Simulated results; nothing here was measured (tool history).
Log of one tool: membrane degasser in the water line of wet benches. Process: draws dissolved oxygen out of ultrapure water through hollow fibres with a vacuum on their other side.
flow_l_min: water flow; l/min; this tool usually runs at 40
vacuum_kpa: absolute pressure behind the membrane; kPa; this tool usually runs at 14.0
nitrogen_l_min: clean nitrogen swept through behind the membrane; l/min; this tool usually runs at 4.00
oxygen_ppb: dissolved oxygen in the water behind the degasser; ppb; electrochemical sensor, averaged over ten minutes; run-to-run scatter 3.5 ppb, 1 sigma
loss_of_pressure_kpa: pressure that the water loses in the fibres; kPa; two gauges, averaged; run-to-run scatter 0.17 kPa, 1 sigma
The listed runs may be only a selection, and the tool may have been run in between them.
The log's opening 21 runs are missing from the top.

run	hour	flow_l_min	vacuum_kpa	nitrogen_l_min	hours since the membrane was changed	hours since the vacuum gauge was calibrated	hours since the vacuum lines were made tight	oxygen_ppb	loss_of_pressure_kpa
22	5177.9	40	16.7	1.70	13783	919	9841	794.0	28.07
23	5406.0	40	16.7	1.70	14011	1147	10069	782.2	27.97
24	5617.8	40	30.5	5.48	14222	1359	10281	619.2	27.85
25	5836.0	29	30.5	5.48	14441	1577	10499	447.6	20.51
26	6025.9	29	28.1	5.48	14631	1767	10689	423.2	20.33
# hour 6076.5: seals of the vacuum lines changed
27	6280.1	51	8.7	4.00	14883	2019	204	375.8	35.97
28	6608.1	51	8.7	3.13	15211	2347	532	422.5	35.78
29	6783.3	51	8.7	3.13	15386	2522	707	419.5	36.11
30	6927.8	35	18.5	4.00	15530	2667	851	444.4	24.41
31	7243.9	57	10.8	2.24	15847	2983	1167	640.3	40.72
32	7449.8	40	14.0	5.05	16052	3189	1373	364.0	28.12
33	7694.7	58	17.6	7.06	16297	3434	1618	525.9	41.13

Branching from run 33: 3 alternative next runs. What would each branch give?
A	7976.2	40	8.8	4.00	16579	3715	1900	?	?
B	7976.2	40	14.0	6.35	16579	3715	1900	?	?
C	7976.2	57	17.6	1.98	16579	3715	1900	?	?

run	oxygen_ppb	loss_of_pressure_kpa
A	309.5	28.58
B	330.3	28.36
C	1017.5	40.32
The same runs, with their run-to-run variation unchanged, on a tool lacking any hidden condition would have given:
run	oxygen_ppb	loss_of_pressure_kpa
A	241.3	25.48
B	265.0	25.26
C	937.5	35.91
